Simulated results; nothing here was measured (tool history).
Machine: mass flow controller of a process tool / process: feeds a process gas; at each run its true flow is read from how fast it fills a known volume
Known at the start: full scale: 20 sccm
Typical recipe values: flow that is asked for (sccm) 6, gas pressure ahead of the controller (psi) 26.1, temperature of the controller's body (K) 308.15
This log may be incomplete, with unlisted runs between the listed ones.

run	hour	flow that is asked for (sccm)	gas pressure ahead of the controller (psi)	temperature of the controller's body (K)	true flow (%)
1	0.0	6	26.1	308.15	97.64
2	80.5	6	26.1	308.15	97.67
3	156.1	6	26.1	308.15	97.66
4	270.7	6	26.1	298.15	98.71
5	341.2	6	26.1	301.15	98.42
6	448.8	6	26.1	308.15	97.76
7	540.5	6	26.1	308.15	97.85
8	633.5	6	26.1	308.15	97.86
9	708.0	6	26.1	308.15	97.70
10	789.0	6	26.1	308.15	97.72
11	840.5	6	26.1	308.15	97.82
12	926.9	4	26.1	308.15	98.00
13	997.5	4	26.1	308.15	97.82
14	1088.9	4	26.1	309.15	97.84
15	1199.2	6	40.2	308.15	97.48
16	1270.1	6	40.2	308.15	97.33
17	1324.4	6	40.2	308.15	97.39
18	1411.6	6	40.2	308.15	97.48
19	1461.7	6	40.2	308.15	97.50
20	1554.9	6	40.2	308.15	97.40
21	1645.9	6	26.1	308.15	97.86
22	1736.8	6	26.1	294.15	99.44
23	1834.9	2	26.1	309.15	99.21
24	1891.7	18	24.9	293.15	100.33
25	1953.3	18	24.9	293.15	100.34
26	2048.3	18	24.9	293.15	100.35
27	2110.9	8	32.9	308.15	97.75
28	2178.6	8	32.9	308.15	97.87
29	2276.9	16	26.1	308.15	98.59

What does the tool deliver on the next run?
30	2373.2	8	28.6	304.15	?

Run 30 yielded true flow (%) 98.41.
Without the tool's hidden state the same run would have given true flow (%) 98.06.

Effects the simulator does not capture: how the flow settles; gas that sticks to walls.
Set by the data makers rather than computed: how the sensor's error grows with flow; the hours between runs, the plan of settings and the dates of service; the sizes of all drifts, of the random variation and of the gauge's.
